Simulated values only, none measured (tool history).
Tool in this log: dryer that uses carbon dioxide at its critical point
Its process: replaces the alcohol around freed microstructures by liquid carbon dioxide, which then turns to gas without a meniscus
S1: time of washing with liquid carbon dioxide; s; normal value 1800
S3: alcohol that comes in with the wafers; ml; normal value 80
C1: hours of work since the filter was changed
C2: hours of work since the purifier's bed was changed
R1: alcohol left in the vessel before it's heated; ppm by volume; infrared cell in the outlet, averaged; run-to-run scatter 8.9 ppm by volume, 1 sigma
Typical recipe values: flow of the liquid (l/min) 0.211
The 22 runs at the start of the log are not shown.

run 23 hour=579.4 | S1=1800 flow_of_the_liquid_(l/min)=0.298 S3=80 | C1=44 C2=408 | R1=112
run 24 hour=601.7 | S1=1800 flow_of_the_liquid_(l/min)=0.298 S3=80 | C1=53 C2=417 | R1=105
run 25 hour=636.1 | S1=1320 flow_of_the_liquid_(l/min)=0.136 S3=28 | C1=66 C2=430 | R1=2624
run 26 hour=660.4 | S1=1320 flow_of_the_liquid_(l/min)=0.304 S3=34 | C1=75 C2=439 | R1=236
run 27 hour=693.2 | S1=1800 flow_of_the_liquid_(l/min)=0.211 S3=42 | C1=87 C2=451 | R1=338
run 28 hour=725.4 | S1=1800 flow_of_the_liquid_(l/min)=0.211 S3=42 | C1=99 C2=463 | R1=350
run 29 hour=761.8 | S1=1800 flow_of_the_liquid_(l/min)=0.143 S3=42 | C1=113 C2=477 | R1=1534
run 30 hour=794.2 | S1=1800 flow_of_the_liquid_(l/min)=0.294 S3=22 | C1=125 C2=489 | R1=73
run 31 hour=819.8 | S1=1440 flow_of_the_liquid_(l/min)=0.294 S3=26 | C1=135 C2=499 | R1=169
run 32 hour=853 | S1=1440 flow_of_the_liquid_(l/min)=0.294 S3=26 | C1=147 C2=512 | R1=168
run 33 hour=876.8 | S1=1440 flow_of_the_liquid_(l/min)=0.182 S3=56 | C1=156 C2=521 | R1=2039
run 34 hour=907.3 | S1=1920 flow_of_the_liquid_(l/min)=0.182 S3=56 | C1=168 C2=532 | R1=720
run 35 hour=940.8 | S1=2760 flow_of_the_liquid_(l/min)=0.182 S3=40 | C1=181 C2=545 | R1=118
run 36 hour=967.1 | S1=1380 flow_of_the_liquid_(l/min)=0.211 S3=49 | C1=191 C2=555 | R1=1368
run 37 hour=997.3 | S1=1380 flow_of_the_liquid_(l/min)=0.266 S3=27 | C1=202 C2=566 | R1=344
run 38 hour=1022 | S1=2340 flow_of_the_liquid_(l/min)=0.3 S3=40 | C1=211 C2=575 | R1=67
run 39 hour=1045.6 | S1=1800 flow_of_the_liquid_(l/min)=0.167 S3=50 | C1=220 C2=584 | R1=1244
run 40 hour=1063.2 | S1=1800 flow_of_the_liquid_(l/min)=0.189 S3=80 | C1=227 C2=591 | R1=1269
run 41 hour=1092.1 | S1=1800 flow_of_the_liquid_(l/min)=0.211 S3=93 | C1=238 C2=602 | R1=935
run 42 hour=1117.9 | S1=1800 flow_of_the_liquid_(l/min)=0.311 S3=44 | C1=248 C2=612 | R1=112
run 43 hour=1138 | S1=1620 flow_of_the_liquid_(l/min)=0.211 S3=21 | C1=255 C2=619 | R1=381
run 44 hour=1161.7 | S1=1200 flow_of_the_liquid_(l/min)=0.146 S3=24 | C1=264 C2=628 | R1=2887
run 45 hour=1190 | S1=1320 flow_of_the_liquid_(l/min)=0.171 S3=112 | C1=275 C2=639 | R1=7436
run 46 hour=1228.7 | S1=1380 flow_of_the_liquid_(l/min)=0.342 S3=85 | C1=289 C2=654 | R1=390

Alternative continuations, all from the tool just after run 46; predict every row:
run A hour=1251.3 | S1=1500 flow_of_the_liquid_(l/min)=0.255 S3=62 | C1=298 C2=662 | R1=?
run B hour=1251.3 | S1=1260 flow_of_the_liquid_(l/min)=0.26 S3=60 | C1=298 C2=662 | R1=?
run C hour=1251.3 | S1=1620 flow_of_the_liquid_(l/min)=0.342 S3=85 | C1=298 C2=662 | R1=?

run=A R1=740
run=B R1=1275
run=C R1=187
Without the tool's unlogged condition, the same runs would have read:
run=A R1=393
run=B R1=763
run=C R1=62

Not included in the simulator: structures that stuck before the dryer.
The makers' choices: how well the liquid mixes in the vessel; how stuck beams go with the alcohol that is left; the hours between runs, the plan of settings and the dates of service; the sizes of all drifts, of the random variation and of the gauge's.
